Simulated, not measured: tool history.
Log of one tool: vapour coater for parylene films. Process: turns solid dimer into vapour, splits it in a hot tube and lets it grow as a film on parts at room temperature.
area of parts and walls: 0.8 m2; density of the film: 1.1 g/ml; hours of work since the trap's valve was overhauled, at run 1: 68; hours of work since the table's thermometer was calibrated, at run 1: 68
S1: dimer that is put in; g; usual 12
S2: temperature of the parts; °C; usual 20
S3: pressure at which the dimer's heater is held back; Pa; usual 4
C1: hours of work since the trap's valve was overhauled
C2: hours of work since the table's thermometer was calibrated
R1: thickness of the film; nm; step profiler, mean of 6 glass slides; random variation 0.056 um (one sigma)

| run | hour | S1 | S2 | S3 | C1 | C2 | R1 |
|---|---|---|---|---|---|---|---|
| 1 | 0 | 12 | 20 | 4 | 68 | 68 | 6340 |
| 2 | 48.3 | 12 | 20 | 4 | 90 | 90 | 6220 |
| 3 | 95.6 | 12 | 20 | 4 | 111 | 111 | 6250 |
| 4 | 129.5 | 12 | 20 | 4 | 126 | 126 | 6060 |
| 5 | 169.9 | 12 | 20 | 4.03 | 144 | 144 | 6080 |
| 6 | 204.6 | 12 | 20 | 4 | 159 | 159 | 5980 |
| 7 | 252.7 | 12 | 20 | 4 | 180 | 180 | 5890 |
| 8 | 304 | 12 | 20 | 10.67 | 203 | 203 | 5540 |
| 9 | 343.5 | 12 | 20 | 10.67 | 220 | 220 | 5420 |
| 10 | 400.8 | 12 | 13 | 4 | 246 | 246 | 7410 |
| 11 | 425.8 | 12 | 13 | 4 | 257 | 257 | 7360 |
| 12 | 455.7 | 12 | 13 | 4 | 270 | 270 | 7200 |
| 13 | 483.5 | 12 | 13 | 4 | 282 | 282 | 7310 |
|  | 492.9 | trap's valve overhauled |
| 14 | 540.4 | 10 | 13 | 4 | 21 | 306 | 5390 |
|  | 584.1 | trap's valve overhauled, once more |
| 15 | 603 | 10 | 16 | 4 | 8 | 332 | 6300 |
| 16 | 648 | 10 | 16 | 4.01 | 28 | 351 | 6250 |
| 17 | 675.2 | 12 | 20 | 3.77 | 40 | 363 | 6480 |
| 18 | 703.3 | 12 | 24 | 3.77 | 53 | 376 | 5590 |
| 19 | 731.1 | 10 | 18 | 3.64 | 65 | 388 | 5700 |
| 20 | 787.3 | 6 | 18 | 4.99 | 90 | 413 | 3320 |
| 21 | 844.8 | 6 | 18 | 4.99 | 115 | 438 | 3310 |
| 22 | 891.1 | 6 | 18 | 4.99 | 136 | 459 | 3230 |
| 23 | 944.3 | 6 | 20 | 2.52 | 159 | 482 | 3120 |
| 24 | 970.4 | 8 | 24 | 2.52 | 171 | 494 | 3520 |
| 25 | 1022.5 | 12 | 23 | 7.97 | 194 | 517 | 5100 |
| 26 | 1055.6 | 12 | 31 | 4 | 208 | 532 | 3930 |
| 27 | 1099.6 | 16 | 20 | 4 | 228 | 551 | 7800 |
| 28 | 1142 | 12 | 25 | 4.42 | 247 | 570 | 4780 |

5 ways to go on from here, each from the tool as it stands after run 28. What would each give?
| A | 1167.8 | 12 | 28 | 4.42 | 258 | 581 | ? |
| B | 1167.8 | 11 | 19 | 7.41 | 258 | 581 | ? |
| C | 1167.8 | 13 | 13 | 10.6 | 258 | 581 | ? |
| D | 1167.8 | 12 | 20 | 5.49 | 258 | 581 | ? |
| E | 1167.8 | 5 | 25 | 4.42 | 258 | 581 | ? |

| run | R1 |
|---|---|
| A | 4210 |
| B | 5080 |
| C | 7570 |
| D | 5630 |
| E | 1960 |
Without the tool's hidden state the same runs would have given:
| run | R1 |
|---|---|
| A | 4830 |
| B | 5840 |
| C | 8700 |
| D | 6470 |
| E | 2250 |
